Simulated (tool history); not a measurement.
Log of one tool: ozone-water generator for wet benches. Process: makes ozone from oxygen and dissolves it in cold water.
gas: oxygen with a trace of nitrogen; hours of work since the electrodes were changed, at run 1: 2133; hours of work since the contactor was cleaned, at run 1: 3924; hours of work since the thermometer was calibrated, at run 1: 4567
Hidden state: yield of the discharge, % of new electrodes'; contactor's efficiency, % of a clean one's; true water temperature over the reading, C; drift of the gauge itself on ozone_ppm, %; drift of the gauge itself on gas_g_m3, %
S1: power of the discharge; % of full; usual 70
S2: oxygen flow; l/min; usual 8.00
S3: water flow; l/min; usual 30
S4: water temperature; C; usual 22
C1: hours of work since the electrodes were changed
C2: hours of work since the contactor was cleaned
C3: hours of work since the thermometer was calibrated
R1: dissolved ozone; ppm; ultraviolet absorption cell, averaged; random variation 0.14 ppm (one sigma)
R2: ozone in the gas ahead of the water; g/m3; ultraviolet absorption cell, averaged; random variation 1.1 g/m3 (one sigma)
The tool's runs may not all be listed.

Run 1, hour 0.0: usual settings; C1 2133; C2 3924; C3 4567. Result: R1 13.4 ppm, R2 190.3 g/m3.
Run 2, hour 66.0: usual settings; C1 2182; C2 3972; C3 4616. Result: R1 13.4 ppm, R2 189.1 g/m3.
Run 3, hour 111.1: usual settings; C1 2215; C2 4006; C3 4649. Result: R1 13.6 ppm, R2 190.8 g/m3.
Run 4, hour 184.0: usual settings; C1 2268; C2 4059; C3 4702. Result: R1 13.7 ppm, R2 190.9 g/m3.
Run 5, hour 252.7: usual settings; C1 2319; C2 4110; C3 4753. Result: R1 13.5 ppm, R2 188.7 g/m3.
Run 6, hour 300.7: usual settings; C1 2354; C2 4145; C3 4788. Result: R1 13.3 ppm, R2 189.2 g/m3.
Run 7, hour 392.9: usual settings; C1 2422; C2 4213; C3 4856. Result: R1 13.2 ppm, R2 188.9 g/m3.
Run 8, hour 462.0: usual settings; C1 2472; C2 4263; C3 4906. Result: R1 13.3 ppm, R2 187.6 g/m3.
Run 9, hour 542.3: usual settings but S3 41 l/min; C1 2531; C2 4322; C3 4965. Result: R1 9.8 ppm, R2 188.1 g/m3.
Run 10, hour 611.5: usual settings but S1 73 % of full; C1 2582; C2 4373; C3 5016. Result: R1 13.7 ppm, R2 193.3 g/m3.
Run 11, hour 698.3: usual settings but S1 73 % of full; C1 2646; C2 4437; C3 5080. Result: R1 13.6 ppm, R2 195.2 g/m3.
Run 12, hour 746.3: usual settings but S1 73 % of full; C1 2681; C2 4472; C3 5115. Result: R1 13.6 ppm, R2 192.8 g/m3.
Run 13, hour 810.3: usual settings but S3 37 l/min; C1 2728; C2 4519; C3 5162. Result: R1 10.7 ppm, R2 187.3 g/m3.
Run 14, hour 884.6: usual settings but S3 37 l/min; C1 2783; C2 4573; C3 5217. Result: R1 10.9 ppm, R2 186.9 g/m3.
Run 15, hour 933.9: usual settings but S3 37 l/min; C1 2819; C2 4610; C3 5253. Result: R1 10.7 ppm, R2 187.4 g/m3.
Run 16, hour 1018.3: usual settings but S4 23 C; C1 2881; C2 4672; C3 5315. Result: R1 12.6 ppm, R2 185.6 g/m3.
Run 17, hour 1107.3: usual settings but S4 23 C; C1 2946; C2 4737; C3 5380. Result: R1 12.9 ppm, R2 184.1 g/m3.
Run 18, hour 1190.9: usual settings but S1 52 % of full, S2 5.10 l/min, S3 35 l/min, S4 26 C; C1 3008; C2 4798; C3 5442. Result: R1 8.2 ppm, R2 184.7 g/m3.
At hour 1205.9: water thermometer calibrated.
Run 19, hour 1281.5: usual settings but S2 9.51 l/min, S3 29 l/min; C1 3074; C2 4864; C3 56. Result: R1 13.2 ppm, R2 169.4 g/m3.
Run 20, hour 1320.2: usual settings but S2 9.51 l/min, S3 39 l/min, S4 15 C; C1 3102; C2 4893; C3 84. Result: R1 11.1 ppm, R2 169.5 g/m3.
Run 21, hour 1406.2: usual settings but S4 29 C; C1 3165; C2 4956; C3 147. Result: R1 11.3 ppm, R2 185.1 g/m3.
Run 22, hour 1480.0: usual settings but S4 29 C; C1 3220; C2 5010; C3 201. Result: R1 11.4 ppm, R2 183.2 g/m3.
Run 23, hour 1570.8: usual settings but S1 41 % of full, S4 18 C; C1 3286; C2 5077; C3 268. Result: R1 8.9 ppm, R2 124.0 g/m3.
Run 24, hour 1645.3: usual settings but S1 41 % of full, S4 18 C; C1 3341; C2 5132; C3 323. Result: R1 8.9 ppm, R2 126.3 g/m3.
Run 25, hour 1728.7: usual settings but S3 36 l/min; C1 3402; C2 5193; C3 384. Result: R1 10.5 ppm, R2 182.2 g/m3.
At hour 1754.4: water thermometer calibrated, once more.
Run 26, hour 1779.3: usual settings but S1 43 % of full, S2 6.54 l/min; C1 3439; C2 5230; C3 18. Result: R1 8.8 ppm, R2 142.7 g/m3.
Run 27, hour 1869.4: usual settings but S1 43 % of full, S2 6.54 l/min; C1 3505; C2 5296; C3 84. Result: R1 8.9 ppm, R2 141.3 g/m3.
Run 28, hour 1952.2: usual settings but S1 91 % of full, S2 4.53 l/min, S3 21 l/min, S4 18 C; C1 3566; C2 5357; C3 145. Result: R1 21.9 ppm, R2 290.5 g/m3.
Run 29, hour 2000.4: usual settings but S1 91 % of full, S2 8.19 l/min, S3 26 l/min, S4 20 C; C1 3601; C2 5392; C3 181. Result: R1 17.7 ppm, R2 215.6 g/m3.
Run 30, hour 2082.9: usual settings but S1 49 % of full, S2 4.99 l/min, S3 37 l/min, S4 24 C; C1 3662; C2 5452; C3 241. Result: R1 7.4 ppm, R2 175.2 g/m3.
Run 31, hour 2139.5: usual settings but S1 49 % of full, S2 4.99 l/min, S3 37 l/min, S4 24 C; C1 3703; C2 5494; C3 283. Result: R1 7.2 ppm, R2 175.7 g/m3.
Run 32, hour 2184.7: usual settings but S1 69 % of full, S2 4.99 l/min, S3 37 l/min, S4 26 C; C1 3737; C2 5527; C3 316. Result: R1 9.1 ppm, R2 227.6 g/m3.
Run 33, hour 2223.3: usual settings but S1 69 % of full, S2 4.99 l/min, S3 37 l/min, S4 26 C; C1 3765; C2 5556; C3 344. Result: R1 8.8 ppm, R2 224.8 g/m3.
Run 34, hour 2291.3: usual settings but S1 44 % of full, S2 9.47 l/min, S3 37 l/min, S4 17 C; C1 3815; C2 5606; C3 394. Result: R1 7.8 ppm, R2 119.9 g/m3.

Some steps in R1 between neighbouring runs. How much of each would the tool show without its hidden state too (settings, what came in, random variation), and how much is left for the hidden state, with any gauge scatter that isn't in both results?
Run 18 -> 19: S1 52 -> 70, S2 5.10 -> 9.51, S3 35 -> 29, S4 26 -> 22, water thermometer calibrated. R1 +5.0 ppm: hidden state -1.5, all else +6.5.
Run 27 -> 28: S1 43 -> 91, S2 6.54 -> 4.53, S3 30 -> 21, S4 22 -> 18. R1 +13.0 ppm: hidden state -4.5, all else +17.5.
Run 29 -> 30: S1 91 -> 49, S2 8.19 -> 4.99, S3 26 -> 37, S4 20 -> 24. R1 -10.3 ppm: hidden state +3.5, all else -13.8.
